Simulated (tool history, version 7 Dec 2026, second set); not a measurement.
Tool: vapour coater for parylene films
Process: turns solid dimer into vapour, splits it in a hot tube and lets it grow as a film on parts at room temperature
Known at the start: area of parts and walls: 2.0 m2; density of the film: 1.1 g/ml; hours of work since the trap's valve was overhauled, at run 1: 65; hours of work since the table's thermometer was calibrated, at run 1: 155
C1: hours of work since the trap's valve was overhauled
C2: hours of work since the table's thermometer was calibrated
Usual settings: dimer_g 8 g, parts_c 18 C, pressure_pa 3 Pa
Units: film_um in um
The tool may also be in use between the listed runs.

run 1 hour=0 | dimer_g=8 parts_c=18 pressure_pa=3 | C1=65 C2=155 | film_um=2.41
run 2 hour=39.7 | dimer_g=8 parts_c=18 pressure_pa=3 | C1=84 C2=173 | film_um=2.43
run 3 hour=73.4 | dimer_g=8 parts_c=18 pressure_pa=3 | C1=99 C2=189 | film_um=2.42
run 4 hour=114.8 | dimer_g=8 parts_c=18 pressure_pa=3 | C1=118 C2=208 | film_um=2.37
run 5 hour=142.3 | dimer_g=8 parts_c=18 pressure_pa=3 | C1=131 C2=220 | film_um=2.38
run 6 hour=170.8 | dimer_g=8 parts_c=18 pressure_pa=4.77 | C1=144 C2=234 | film_um=2.25
run 7 hour=196.9 | dimer_g=8 parts_c=15 pressure_pa=3 | C1=156 C2=246 | film_um=2.62
run 8 hour=217.4 | dimer_g=8 parts_c=15 pressure_pa=3 | C1=166 C2=255 | film_um=2.59
run 9 hour=251.5 | dimer_g=8 parts_c=15 pressure_pa=3 | C1=181 C2=271 | film_um=2.6
run 10 hour=286.6 | dimer_g=8 parts_c=18 pressure_pa=3 | C1=198 C2=287 | film_um=2.31
run 11 hour=323.8 | dimer_g=8 parts_c=18 pressure_pa=3 | C1=215 C2=304 | film_um=2.32
run 12 hour=353.8 | dimer_g=12 parts_c=18 pressure_pa=3 | C1=229 C2=318 | film_um=3.46
run 13 hour=380.9 | dimer_g=8 parts_c=18 pressure_pa=3 | C1=241 C2=331 | film_um=2.23
run 14 hour=412.1 | dimer_g=8 parts_c=18 pressure_pa=4.3 | C1=256 C2=345 | film_um=2.14
run 15 hour=430.9 | dimer_g=8 parts_c=21 pressure_pa=3 | C1=264 C2=354 | film_um=2.04
run 16 hour=452.6 | dimer_g=8 parts_c=21 pressure_pa=3 | C1=274 C2=364 | film_um=2.03
run 17 hour=498.8 | dimer_g=8 parts_c=21 pressure_pa=3 | C1=296 C2=385 | film_um=1.99
run 18 hour=539.8 | dimer_g=8 parts_c=21 pressure_pa=3 | C1=315 C2=404 | film_um=1.96
run 19 hour=562.1 | dimer_g=8 parts_c=18 pressure_pa=3 | C1=325 C2=415 | film_um=2.2
-- hour=588.9 trap's valve overhauled
run 20 hour=600.2 | dimer_g=8 parts_c=12 pressure_pa=3 | C1=5 C2=430 | film_um=3.11
run 21 hour=625.7 | dimer_g=8 parts_c=12 pressure_pa=3 | C1=17 C2=442 | film_um=3.07
run 22 hour=649.1 | dimer_g=8 parts_c=12 pressure_pa=3 | C1=28 C2=453 | film_um=3.09
run 23 hour=692.9 | dimer_g=8 parts_c=12 pressure_pa=3 | C1=48 C2=473 | film_um=3.09
-- hour=696.9 table's thermometer calibrated
run 24 hour=725.3 | dimer_g=10 parts_c=12 pressure_pa=4.26 | C1=63 C2=13 | film_um=3.7
run 25 hour=749 | dimer_g=10 parts_c=12 pressure_pa=4.26 | C1=74 C2=24 | film_um=3.64
run 26 hour=779.2 | dimer_g=8 parts_c=12 pressure_pa=3 | C1=87 C2=38 | film_um=3.04
run 27 hour=809.1 | dimer_g=8 parts_c=15 pressure_pa=11.98 | C1=101 C2=52 | film_um=2.31
run 28 hour=838.4 | dimer_g=8 parts_c=15 pressure_pa=11.98 | C1=115 C2=65 | film_um=2.29
run 29 hour=863.9 | dimer_g=8 parts_c=13 pressure_pa=2.36 | C1=127 C2=77 | film_um=2.97
-- hour=880.7 table's thermometer calibrated, once more
run 30 hour=891.1 | dimer_g=8 parts_c=13 pressure_pa=2.36 | C1=139 C2=5 | film_um=2.95
run 31 hour=917.6 | dimer_g=11 parts_c=13 pressure_pa=6.63 | C1=151 C2=17 | film_um=3.48
run 32 hour=940.3 | dimer_g=11 parts_c=13 pressure_pa=6.63 | C1=161 C2=28 | film_um=3.54
run 33 hour=964 | dimer_g=7 parts_c=24 pressure_pa=11.75 | C1=172 C2=38 | film_um=1.37
run 34 hour=1005.9 | dimer_g=8 parts_c=18 pressure_pa=2.36 | C1=192 C2=58 | film_um=2.34
run 35 hour=1041.3 | dimer_g=8 parts_c=18 pressure_pa=2.36 | C1=208 C2=74 | film_um=2.33
run 36 hour=1078.1 | dimer_g=8 parts_c=18 pressure_pa=4.72 | C1=225 C2=91 | film_um=2.18
run 37 hour=1122.6 | dimer_g=8 parts_c=18 pressure_pa=4.72 | C1=246 C2=112 | film_um=2.11
run 38 hour=1165.2 | dimer_g=3 parts_c=12 pressure_pa=7.75 | C1=265 C2=131 | film_um=0.93
run 39 hour=1188.4 | dimer_g=3 parts_c=12 pressure_pa=7.75 | C1=276 C2=142 | film_um=0.97

How the hidden state differs across the entries between the runs, from the last listed run before each to the first after it:
Between runs 19 and 20: trap's valve overhauled (hour 588.9)
  vapour lost through the trap's worn valve, %: 12 -> 0.7; true temperature of the parts over the reading, C: -0.27 -> -0.28
  measured less the result without the state, film_um: -0.28 -> +0.01 um
Between runs 23 and 24: table's thermometer calibrated (hour 696.9)
  vapour lost through the trap's worn valve, %: 2.2 -> 2.7; true temperature of the parts over the reading, C: -0.3 -> -0.36
  measured less the result without the state, film_um: -0.03 -> -0.05 um
Between runs 29 and 30: table's thermometer calibrated, once more (hour 880.7)
  vapour lost through the trap's worn valve, %: 5.2 -> 5.7; true temperature of the parts over the reading, C: -0.38 -> -0.02
  measured less the result without the state, film_um: -0.12 -> -0.18 um

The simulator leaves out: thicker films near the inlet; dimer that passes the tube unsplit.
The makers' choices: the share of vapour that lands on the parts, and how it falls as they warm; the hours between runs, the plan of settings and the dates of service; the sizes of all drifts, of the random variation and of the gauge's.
